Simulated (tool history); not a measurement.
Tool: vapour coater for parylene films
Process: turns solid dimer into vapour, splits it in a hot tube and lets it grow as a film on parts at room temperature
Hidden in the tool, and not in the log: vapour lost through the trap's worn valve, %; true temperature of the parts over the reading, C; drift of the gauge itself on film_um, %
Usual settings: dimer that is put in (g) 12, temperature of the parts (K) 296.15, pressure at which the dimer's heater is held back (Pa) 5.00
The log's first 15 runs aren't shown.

| run | hour | dimer that is put in (g) | temperature of the parts (K) | pressure at which the dimer's heater is held back (Pa) | hours of work since the trap's valve was overhauled | hours of work since the table's thermometer was calibrated | thickness of the film (µm) |
|---|---|---|---|---|---|---|---|
| 16 | 366.8 | 8 | 296.15 | 5.00 | 26 | 683 | 1.68 |
| 17 | 389.7 | 8 | 289.15 | 8.94 | 40 | 697 | 1.86 |
| 18 | 405.4 | 10 | 303.15 | 2.35 | 51 | 708 | 1.93 |
| 19 | 428.1 | 10 | 303.15 | 2.35 | 65 | 722 | 1.91 |
|  | 435.4 | trap's valve overhauled, once more |
| 20 | 460.8 | 13 | 296.15 | 2.63 | 16 | 741 | 3.19 |
| 21 | 496.1 | 17 | 307.15 | 11.03 | 39 | 764 | 2.56 |
| 22 | 522.4 | 6 | 296.15 | 5.00 | 56 | 781 | 1.36 |
| 23 | 541.4 | 6 | 296.15 | 5.00 | 69 | 793 | 1.32 |
| 24 | 558.0 | 9 | 289.15 | 5.04 | 79 | 804 | 2.45 |
| 25 | 592.3 | 16 | 306.15 | 7.48 | 102 | 826 | 2.56 |
| 26 | 625.6 | 10 | 290.15 | 7.98 | 123 | 847 | 2.45 |
| 27 | 654.1 | 10 | 290.15 | 7.98 | 141 | 866 | 2.46 |
|  | 674.4 | table's thermometer calibrated |
| 28 | 683.9 | 10 | 290.15 | 7.98 | 160 | 6 | 2.40 |
| 29 | 719.4 | 10 | 290.15 | 7.98 | 183 | 29 | 2.39 |
| 30 | 753.7 | 10 | 290.15 | 7.98 | 205 | 51 | 2.38 |

Forecast each of these 4 alternatives for the next run:
| A | 778.1 | 12 | 290.15 | 7.98 | 221 | 67 | ? |
| B | 778.1 | 13 | 300.15 | 11.64 | 221 | 67 | ? |
| C | 778.1 | 12 | 290.15 | 6.18 | 221 | 67 | ? |
| D | 778.1 | 10 | 289.15 | 2.60 | 221 | 67 | ? |

| run | thickness of the film (µm) |
|---|---|
| A | 2.86 |
| B | 2.25 |
| C | 2.99 |
| D | 2.83 |
Without the tool's hidden state the same runs would have given:
| run | thickness of the film (µm) |
|---|---|
| A | 2.92 |
| B | 2.30 |
| C | 3.06 |
| D | 2.89 |

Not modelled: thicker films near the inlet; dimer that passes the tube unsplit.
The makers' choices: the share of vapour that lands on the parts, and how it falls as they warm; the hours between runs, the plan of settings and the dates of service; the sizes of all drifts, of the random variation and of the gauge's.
